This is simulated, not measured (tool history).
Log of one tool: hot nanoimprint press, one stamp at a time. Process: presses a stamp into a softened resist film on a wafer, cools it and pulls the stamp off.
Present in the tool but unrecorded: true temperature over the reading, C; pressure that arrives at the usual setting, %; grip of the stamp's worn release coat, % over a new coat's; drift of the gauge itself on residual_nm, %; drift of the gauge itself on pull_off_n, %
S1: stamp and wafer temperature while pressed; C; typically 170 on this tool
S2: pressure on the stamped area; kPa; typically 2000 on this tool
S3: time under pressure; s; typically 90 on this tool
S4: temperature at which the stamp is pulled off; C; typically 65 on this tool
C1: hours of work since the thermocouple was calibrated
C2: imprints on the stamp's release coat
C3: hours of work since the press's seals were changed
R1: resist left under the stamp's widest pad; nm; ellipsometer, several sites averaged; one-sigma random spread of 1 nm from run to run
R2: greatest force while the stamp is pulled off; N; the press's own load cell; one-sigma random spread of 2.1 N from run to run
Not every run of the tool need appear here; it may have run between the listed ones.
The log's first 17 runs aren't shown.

Run 18, hour 679.9: usual settings but S1 177 C, S3 69 s, S4 73 C; C1 198; C2 1175; C3 1121. Result: R1 190.3 nm, R2 113 N.
Run 19, hour 737.9: usual settings but S1 177 C, S3 69 s, S4 73 C; C1 241; C2 1384; C3 1164. Result: R1 190.3 nm, R2 118 N.
Run 20, hour 794.6: usual settings but S3 134 s, S4 62 C; C1 283; C2 1588; C3 1206. Result: R1 201.3 nm, R2 147 N.
At hour 828.1: stamp cleaned and given a new release coat.
Run 21, hour 848.5: usual settings but S3 134 s, S4 62 C; C1 318; C2 73; C3 1241. Result: R1 201.6 nm, R2 96 N.
At hour 862.8: press's hydraulic seals changed and the load cell set to zero.
Run 22, hour 909.2: usual settings but S3 134 s, S4 62 C; C1 357; C2 263; C3 34. Result: R1 189.7 nm, R2 99 N.
Run 23, hour 962.5: usual settings but S2 1470 kPa, S3 146 s, S4 68 C; C1 397; C2 455; C3 74. Result: R1 206.7 nm, R2 95 N.
Run 24, hour 987.8: usual settings but S1 173 C, S3 94 s; C1 415; C2 546; C3 93. Result: R1 188.2 nm, R2 107 N.
Run 25, hour 1016.5: usual settings but S1 166 C, S2 1310 kPa, S3 56 s, S4 64 C; C1 437; C2 649; C3 114. Result: R1 320.7 nm, R2 109 N.
Run 26, hour 1043.7: usual settings but S1 166 C, S2 1310 kPa, S3 56 s, S4 64 C; C1 457; C2 747; C3 134. Result: R1 317.7 nm, R2 117 N.
At hour 1072.6: plate thermocouple calibrated.
Run 27, hour 1078.1: usual settings but S1 168 C, S2 1260 kPa, S3 123 s, S4 54 C; C1 4; C2 860; C3 157. Result: R1 263.5 nm, R2 135 N.
Run 28, hour 1101.9: usual settings but S1 168 C, S2 1260 kPa, S3 123 s, S4 54 C; C1 22; C2 945; C3 175. Result: R1 262.0 nm, R2 141 N.
Run 29, hour 1130.1: usual settings but S1 168 C, S2 1260 kPa, S3 123 s, S4 54 C; C1 43; C2 1047; C3 196. Result: R1 263.1 nm, R2 147 N.
Run 30, hour 1178.0: usual settings but S1 162 C, S2 2960 kPa, S3 75 s, S4 66 C; C1 78; C2 1219; C3 231. Result: R1 289.4 nm, R2 128 N.
Run 31, hour 1211.9: usual settings but S2 2940 kPa, S4 68 C; C1 103; C2 1341; C3 256. Result: R1 193.3 nm, R2 129 N.

Forecast each of these 3 alternatives for the next run:
Run A, hour 1250.9: usual settings but S2 2940 kPa, S3 107 s, S4 61 C; C1 132; C2 1482; C3 285. Result: R1 ?, R2 ?.
Run B, hour 1250.9: usual settings but S2 2940 kPa, S3 103 s, S4 68 C; C1 132; C2 1482; C3 285. Result: R1 ?, R2 ?.
Run C, hour 1250.9: usual settings but S1 164 C; C1 132; C2 1482; C3 285. Result: R1 ?, R2 ?.

run     R1   R2
  A  183.0  142
  B  185.9  132
  C  285.9  132
Stripped of hidden state, with their random variation kept, the same runs would have yielded:
run     R1  R2
  A  186.2  94
  B  189.2  87
  C  290.5  87
